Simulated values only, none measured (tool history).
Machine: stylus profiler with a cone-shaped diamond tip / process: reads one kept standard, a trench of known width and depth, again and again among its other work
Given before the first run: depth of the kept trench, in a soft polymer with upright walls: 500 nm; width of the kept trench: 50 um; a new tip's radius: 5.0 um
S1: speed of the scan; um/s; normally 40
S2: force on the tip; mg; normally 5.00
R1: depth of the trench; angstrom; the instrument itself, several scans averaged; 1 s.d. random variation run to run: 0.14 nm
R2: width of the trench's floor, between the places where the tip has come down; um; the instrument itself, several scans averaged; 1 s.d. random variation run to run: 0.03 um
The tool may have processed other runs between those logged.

{"run": 1, "day": 0.0, "S1": 40, "S2": 5.0, "R1": 5051.2, "R2": 45.48}
{"run": 2, "day": 1.717, "S1": 40, "S2": 7.02, "R1": 5067.4, "R2": 45.52}
{"run": 3, "day": 3.229, "S1": 40, "S2": 7.02, "R1": 5066.0, "R2": 45.51}
{"run": 4, "day": 5.092, "S1": 40, "S2": 8.51, "R1": 5073.3, "R2": 45.45}
{"run": 5, "day": 6.662, "S1": 40, "S2": 5.0, "R1": 5054.5, "R2": 45.46}
{"run": 6, "day": 9.192, "S1": 29, "S2": 5.0, "R1": 5054.3, "R2": 45.48}
{"run": 7, "day": 11.854, "S1": 40, "S2": 5.0, "R1": 5051.9, "R2": 45.43}
{"run": 8, "day": 14.254, "S1": 40, "S2": 5.0, "R1": 5051.6, "R2": 45.44}
{"run": 9, "day": 17.254, "S1": 40, "S2": 5.0, "R1": 5055.3, "R2": 45.44}
{"run": 10, "day": 18.75, "S1": 40, "S2": 5.0, "R1": 5051.8, "R2": 45.47}
{"run": 11, "day": 21.279, "S1": 38, "S2": 5.0, "R1": 5050.8, "R2": 45.43}
{"run": 12, "day": 22.675, "S1": 40, "S2": 13.67, "R1": 5102.4, "R2": 45.53}
{"run": 13, "day": 25.496, "S1": 40, "S2": 13.67, "R1": 5102.6, "R2": 45.51}
{"run": 14, "day": 28.354, "S1": 40, "S2": 5.0, "R1": 5053.7, "R2": 45.42}
{"day": 28.925, "done": "new tip fitted, height scale calibrated"}
{"run": 15, "day": 30.158, "S1": 40, "S2": 5.0, "R1": 5054.9, "R2": 45.4}
{"run": 16, "day": 33.488, "S1": 40, "S2": 5.0, "R1": 5052.6, "R2": 45.44}
{"run": 17, "day": 35.475, "S1": 40, "S2": 5.0, "R1": 5052.0, "R2": 45.4}
{"run": 18, "day": 37.15, "S1": 35, "S2": 5.0, "R1": 5050.8, "R2": 45.45}
{"run": 19, "day": 39.867, "S1": 40, "S2": 5.0, "R1": 5050.4, "R2": 45.48}
{"run": 20, "day": 43.025, "S1": 40, "S2": 5.0, "R1": 5052.4, "R2": 45.48}
{"run": 21, "day": 44.442, "S1": 40, "S2": 5.0, "R1": 5053.0, "R2": 45.5}
{"run": 22, "day": 47.662, "S1": 40, "S2": 3.26, "R1": 5039.6, "R2": 45.38}
{"run": 23, "day": 49.458, "S1": 40, "S2": 3.26, "R1": 5040.2, "R2": 45.39}
{"run": 24, "day": 52.288, "S1": 40, "S2": 3.26, "R1": 5042.1, "R2": 45.42}
{"run": 25, "day": 53.796, "S1": 71, "S2": 5.0, "R1": 5051.5, "R2": 45.31}
{"run": 26, "day": 55.408, "S1": 73, "S2": 4.31, "R1": 5046.4, "R2": 45.28}
{"run": 27, "day": 56.996, "S1": 40, "S2": 2.77, "R1": 5035.9, "R2": 45.44}
{"run": 28, "day": 58.558, "S1": 91, "S2": 7.92, "R1": 5073.3, "R2": 45.36}
{"run": 29, "day": 60.475, "S1": 62, "S2": 2.0, "R1": 5026.2, "R2": 45.26}
{"run": 30, "day": 62.704, "S1": 43, "S2": 9.48, "R1": 5076.9, "R2": 45.51}
{"run": 31, "day": 64.338, "S1": 29, "S2": 6.88, "R1": 5064.5, "R2": 45.5}
{"run": 32, "day": 65.762, "S1": 16, "S2": 3.68, "R1": 5043.3, "R2": 45.56}
{"run": 33, "day": 67.729, "S1": 36, "S2": 1.75, "R1": 5027.1, "R2": 45.37}
{"run": 34, "day": 71.092, "S1": 82, "S2": 4.56, "R1": 5049.4, "R2": 45.22}
{"run": 35, "day": 73.529, "S1": 58, "S2": 2.36, "R1": 5032.0, "R2": 45.24}
{"run": 36, "day": 76.896, "S1": 58, "S2": 2.36, "R1": 5028.6, "R2": 45.24}
{"run": 37, "day": 79.896, "S1": 33, "S2": 3.1, "R1": 5036.8, "R2": 45.46}
{"run": 38, "day": 82.892, "S1": 33, "S2": 2.72, "R1": 5036.0, "R2": 45.43}
{"run": 39, "day": 85.483, "S1": 11, "S2": 7.79, "R1": 5071.2, "R2": 45.58}
{"run": 40, "day": 88.421, "S1": 82, "S2": 12.65, "R1": 5099.4, "R2": 45.4}
{"run": 41, "day": 89.983, "S1": 82, "S2": 12.65, "R1": 5099.2, "R2": 45.41}
{"day": 90.525, "done": "new tip fitted, height scale calibrated"}
{"run": 42, "day": 91.888, "S1": 66, "S2": 4.64, "R1": 5049.2, "R2": 45.34}
{"run": 43, "day": 94.342, "S1": 40, "S2": 5.0, "R1": 5051.8, "R2": 45.47}
{"run": 44, "day": 95.729, "S1": 28, "S2": 6.42, "R1": 5062.2, "R2": 45.53}
{"run": 45, "day": 98.617, "S1": 36, "S2": 8.02, "R1": 5072.6, "R2": 45.5}

Below are 3 alternative next runs, each starting from the tool's condition after run 45. Predict each:
{"run": "A", "day": 100.842, "S1": 34, "S2": 4.66, "R1": "?", "R2": "?"}
{"run": "B", "day": 100.842, "S1": 39, "S2": 1.76, "R1": "?", "R2": "?"}
{"run": "C", "day": 100.842, "S1": 16, "S2": 3.01, "R1": "?", "R2": "?"}

run=A R1=5049.7 R2=45.46
run=B R1=5028.1 R2=45.33
run=C R1=5038.1 R2=45.55
Without the tool's unlogged condition, the same runs would have read:
run=A R1=5049.6 R2=45.46
run=B R1=5028.0 R2=45.33
run=C R1=5038.0 R2=45.55

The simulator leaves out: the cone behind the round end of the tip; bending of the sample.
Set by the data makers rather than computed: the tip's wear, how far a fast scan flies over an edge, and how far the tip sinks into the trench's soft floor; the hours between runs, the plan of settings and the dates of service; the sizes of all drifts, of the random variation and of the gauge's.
